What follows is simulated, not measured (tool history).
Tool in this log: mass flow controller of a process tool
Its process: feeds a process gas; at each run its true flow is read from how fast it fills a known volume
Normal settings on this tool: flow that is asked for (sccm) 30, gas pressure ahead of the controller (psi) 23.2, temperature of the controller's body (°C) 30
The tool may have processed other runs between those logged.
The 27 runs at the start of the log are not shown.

run	day	flow that is asked for (sccm)	gas pressure ahead of the controller (psi)	temperature of the controller's body (°C)	hours of work since the controller was set to zero	hours of work since the controller was changed	true flow (%)
28	261.55	30	37.4	24	658	5177	95.33
29	273.512	46	39.5	35	852	5372	94.39
# day 277.925: controller exchanged for a calibrated one
30	287.796	46	39.5	35	160	160	98.98
31	297.796	23	26.8	23	323	323	99.17
32	312.05	23	26.8	23	554	554	98.79
33	323.375	23	26.8	23	738	738	98.55
34	336.038	23	26.8	23	944	944	98.19
35	346.183	24	29.9	28	1109	1109	97.72
36	354.417	11	25.2	22	1242	1242	96.67
37	367.704	76	21.5	29	1458	1458	98
38	377.292	76	21.5	29	1614	1614	97.96
39	383.454	76	21.5	29	1714	1714	97.76
40	394.992	11	25.7	33	1902	1902	94.38
41	402.688	17	23.2	30	2026	2026	95.42
42	410.304	17	23.2	30	2150	2150	95.28
43	422.567	71	35.5	30	2349	2349	97.47
44	428.996	71	35.5	30	2454	2454	97.26
45	441.579	71	35.2	30	2658	2658	96.99
46	449.967	71	35.2	30	2794	2794	97.07
47	464.3	28	31.5	28	3027	3027	95.38

Consider 4 possible next runs. They are alternatives, not a sequence: every one starts from the tool as it was left by run 47. What does each give?
A	471.971	52	23.2	23	3152	3152	?
B	471.971	59	22	40	3152	3152	?
C	471.971	30	27.8	22	3152	3152	?
D	471.971	63	35	26	3152	3152	?

run	true flow (%)
A	96.54
B	95.21
C	95.74
D	96.76
Had the tool no hidden state, the same runs would have come out as:
run	true flow (%)
A	99.71
B	98.25
C	99.64
D	99.75
